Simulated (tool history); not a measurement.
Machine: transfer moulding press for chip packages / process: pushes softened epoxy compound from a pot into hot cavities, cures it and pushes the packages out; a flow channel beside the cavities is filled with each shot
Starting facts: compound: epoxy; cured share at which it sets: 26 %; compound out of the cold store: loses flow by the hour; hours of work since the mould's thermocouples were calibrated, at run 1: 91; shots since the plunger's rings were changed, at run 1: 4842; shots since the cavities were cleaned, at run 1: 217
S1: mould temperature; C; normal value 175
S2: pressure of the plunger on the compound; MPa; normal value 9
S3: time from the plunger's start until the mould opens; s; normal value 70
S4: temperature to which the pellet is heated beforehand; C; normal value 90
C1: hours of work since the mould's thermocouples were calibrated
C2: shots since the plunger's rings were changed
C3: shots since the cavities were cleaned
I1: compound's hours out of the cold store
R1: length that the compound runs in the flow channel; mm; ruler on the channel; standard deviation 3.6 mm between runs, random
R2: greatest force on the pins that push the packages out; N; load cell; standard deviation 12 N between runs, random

run 1 hour=0 | S1=175 S2=9 S3=70 S4=90 | C1=91 C2=4842 C3=217 | I1=22.1 | R1=779 R2=739
-- hour=5.2 plunger's sealing rings changed
-- hour=26.1 cavities cleaned with cleaning compound and waxed
run 2 hour=55 | S1=175 S2=9 S3=70 S4=90 | C1=129 C2=764 C3=458 | I1=45.1 | R1=747 R2=787
-- hour=60.4 cavities cleaned with cleaning compound and waxed
-- hour=97.6 cavities cleaned with cleaning compound and waxed
run 3 hour=106.5 | S1=175 S2=9 S3=60 S4=90 | C1=165 C2=1530 C3=141 | I1=33.1 | R1=783 R2=996
-- hour=131.6 cavities cleaned with cleaning compound and waxed
run 4 hour=156.5 | S1=175 S2=9 S3=60 S4=81 | C1=201 C2=2296 C3=393 | I1=24.7 | R1=804 R2=1313
-- hour=167.8 cavities cleaned with cleaning compound and waxed
-- hour=204.9 cavities cleaned with cleaning compound and waxed
run 5 hour=212.8 | S1=175 S2=9 S3=60 S4=92 | C1=241 C2=3137 C3=123 | I1=14.3 | R1=830 R2=1089
-- hour=239 cavities cleaned with cleaning compound and waxed
run 6 hour=240.3 | S1=175 S2=9 S3=60 S4=92 | C1=260 C2=3548 C3=21 | I1=38.4 | R1=733 R2=875
-- hour=273.3 cavities cleaned with cleaning compound and waxed
run 7 hour=296.8 | S1=175 S2=8.98 S3=70 S4=90 | C1=301 C2=4418 C3=372 | I1=33.9 | R1=734 R2=822
-- hour=308.8 cavities cleaned with cleaning compound and waxed
-- hour=329.7 plunger's sealing rings changed
run 8 hour=334.9 | S1=175 S2=9 S3=70 S4=90 | C1=327 C2=82 C3=372 | I1=37.4 | R1=780 R2=781
-- hour=346.8 cavities cleaned with cleaning compound and waxed
run 9 hour=377.9 | S1=175 S2=9 S3=70 S4=85 | C1=358 C2=739 C3=492 | I1=11 | R1=888 R2=880
-- hour=382.7 cavities cleaned with cleaning compound and waxed
-- hour=416.7 cavities cleaned with cleaning compound and waxed
run 10 hour=420.4 | S1=175 S2=8.16 S3=70 S4=90 | C1=387 C2=1363 C3=59 | I1=46.4 | R1=694 R2=592
-- hour=453.7 cavities cleaned with cleaning compound and waxed
run 11 hour=462.2 | S1=175 S2=9 S3=70 S4=90 | C1=417 C2=1998 C3=134 | I1=40.7 | R1=742 R2=667
-- hour=490.7 cavities cleaned with cleaning compound and waxed
run 12 hour=508.8 | S1=175 S2=9 S3=70 S4=90 | C1=451 C2=2712 C3=287 | I1=41.9 | R1=724 R2=742
-- hour=527.9 cavities cleaned with cleaning compound and waxed
run 13 hour=536.3 | S1=175 S2=9 S3=70 S4=90 | C1=470 C2=3122 C3=132 | I1=9.6 | R1=855 R2=709
-- hour=562.7 cavities cleaned with cleaning compound and waxed
run 14 hour=577.2 | S1=176 S2=9 S3=84 S4=90 | C1=500 C2=3745 C3=228 | I1=35.9 | R1=729 R2=552
-- hour=598.5 cavities cleaned with cleaning compound and waxed
run 15 hour=611.7 | S1=175 S2=7.61 S3=70 S4=99 | C1=524 C2=4266 C3=208 | I1=19.3 | R1=729 R2=735
-- hour=633.9 cavities cleaned with cleaning compound and waxed
-- hour=654.3 plunger's sealing rings changed
run 16 hour=657.6 | S1=175 S2=7.61 S3=70 S4=99 | C1=555 C2=52 C3=335 | I1=33.2 | R1=731 R2=750
-- hour=671.2 cavities cleaned with cleaning compound and waxed
-- hour=705.3 cavities cleaned with cleaning compound and waxed
run 17 hour=713.7 | S1=175 S2=9 S3=70 S4=90 | C1=595 C2=891 C3=133 | I1=46.4 | R1=739 R2=688
-- hour=722.7 mould's thermocouples calibrated
-- hour=744.5 cavities cleaned with cleaning compound and waxed
run 18 hour=756.1 | S1=168 S2=7.91 S3=70 S4=90 | C1=24 C2=1505 C3=183 | I1=14.9 | R1=831 R2=1180
-- hour=781.8 cavities cleaned with cleaning compound and waxed
run 19 hour=782.3 | S1=179 S2=10.22 S3=56 S4=82 | C1=42 C2=1895 C3=8 | I1=19.9 | R1=881 R2=840
run 20 hour=808.8 | S1=171 S2=6.96 S3=70 S4=90 | C1=62 C2=2314 C3=427 | I1=23.8 | R1=726 R2=1092
-- hour=819.8 cavities cleaned with cleaning compound and waxed
-- hour=854.9 cavities cleaned with cleaning compound and waxed
run 21 hour=866.6 | S1=171 S2=6.96 S3=70 S4=90 | C1=103 C2=3180 C3=185 | I1=32.5 | R1=673 R2=844
-- hour=889.1 cavities cleaned with cleaning compound and waxed
-- hour=924 cavities cleaned with cleaning compound and waxed
run 22 hour=924 | S1=171 S2=6.96 S3=70 S4=90 | C1=143 C2=4040 C3=0 | I1=33.6 | R1=663 R2=747
-- hour=959 cavities cleaned with cleaning compound and waxed
run 23 hour=959 | S1=171 S2=6.96 S3=70 S4=90 | C1=168 C2=4569 C3=0 | I1=24.6 | R1=681 R2=724
-- hour=981.1 plunger's sealing rings changed
-- hour=998.4 cavities cleaned with cleaning compound and waxed
run 24 hour=1000.8 | S1=173 S2=9 S3=70 S4=90 | C1=196 C2=288 C3=37 | I1=21.1 | R1=865 R2=681
-- hour=1034.2 cavities cleaned with cleaning compound and waxed
run 25 hour=1053.5 | S1=173 S2=9 S3=70 S4=90 | C1=235 C2=1098 C3=305 | I1=28.6 | R1=808 R2=851

What if the next run were any one of these 3? Each begins from the tool's condition after run 25:
-- hour=1072.2 cavities cleaned with cleaning compound and waxed
run A hour=1083.1 | S1=175 S2=9 S3=78 S4=82 | C1=256 C2=1541 C3=173 | I1=15.9 | R1=? R2=?
-- hour=1072.2 cavities cleaned with cleaning compound and waxed
run B hour=1083.1 | S1=180 S2=9 S3=87 S4=94 | C1=256 C2=1541 C3=173 | I1=43.5 | R1=? R2=?
-- hour=1072.2 cavities cleaned with cleaning compound and waxed
run C hour=1083.1 | S1=173 S2=9 S3=70 S4=88 | C1=256 C2=1541 C3=173 | I1=16.4 | R1=? R2=?

run=A R1=854 R2=596
run=B R1=728 R2=494
run=C R1=861 R2=836
Take away the tool's hidden state, keep each run's random variation, and the runs would have read:
run=A R1=879 R2=468
run=B R1=750 R2=391
run=C R1=886 R2=654

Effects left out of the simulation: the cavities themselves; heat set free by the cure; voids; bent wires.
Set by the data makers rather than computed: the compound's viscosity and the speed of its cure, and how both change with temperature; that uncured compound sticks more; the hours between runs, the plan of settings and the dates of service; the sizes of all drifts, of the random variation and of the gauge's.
